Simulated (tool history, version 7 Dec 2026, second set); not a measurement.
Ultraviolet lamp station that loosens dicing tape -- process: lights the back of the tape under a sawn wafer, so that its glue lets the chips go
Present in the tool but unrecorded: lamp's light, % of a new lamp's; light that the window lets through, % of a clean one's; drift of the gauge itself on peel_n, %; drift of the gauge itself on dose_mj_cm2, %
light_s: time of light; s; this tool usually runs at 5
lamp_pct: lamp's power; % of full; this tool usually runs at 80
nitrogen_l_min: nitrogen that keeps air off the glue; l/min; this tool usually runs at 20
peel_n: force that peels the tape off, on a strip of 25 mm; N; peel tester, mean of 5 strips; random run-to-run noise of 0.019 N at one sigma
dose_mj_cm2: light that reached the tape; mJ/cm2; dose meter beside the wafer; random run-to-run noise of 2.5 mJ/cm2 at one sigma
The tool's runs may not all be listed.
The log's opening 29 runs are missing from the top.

run   hour  light_s  lamp_pct  nitrogen_l_min  hours of work of the lamp  hours of work since the window was cleaned  peel_n  dose_mj_cm2
 30  173.9        6        75              33                        174                                          65   0.794          272
 31  178.9        5        82              33                        178                                          69   0.908          249
 32  185.7        4        91              26                        183                                          74   1.229          216
 33  193.1        4        91              26                        189                                          80   1.194          218
 34  201.8        9        95               7                        196                                          87   0.671          508
 35  206.2        2        87              23                        199                                          91   3.001          104
 36  213.6        2        87              23                        205                                          97   3.007          104
 37  222.6        6        80               8                        212                                         104   1.578          277
 38  229.0        9        92               9                        217                                         109   0.650          482
 39  235.7        5        80              15                        223                                         114   1.546          234
 40  240.8        5        80              15                        227                                         118   1.561          226
 41  246.3        3        71              17                        231                                         123   2.854          124
 42  252.4        3        94              15                        236                                         127   2.362          157
 43  258.2        3        94              15                        240                                         132   2.359          160

Branching from run 43: 4 alternative next runs. What would each branch give?
  A  266.8        6        61              15                        247                                         139       ?            ?
  B  266.8        7        81              13                        247                                         139       ?            ?
  C  266.8        7        65              10                        247                                         139       ?            ?
  D  266.8        3        94               9                        247                                         139       ?            ?

run  peel_n  dose_mj_cm2
  A   1.748          204
  B   1.050          316
  C   1.610          258
  D   2.735          157
Without the tool's hidden state the same runs would have given:
run  peel_n  dose_mj_cm2
  A   1.224          264
  B   0.679          409
  C   1.110          333
  D   2.145          203
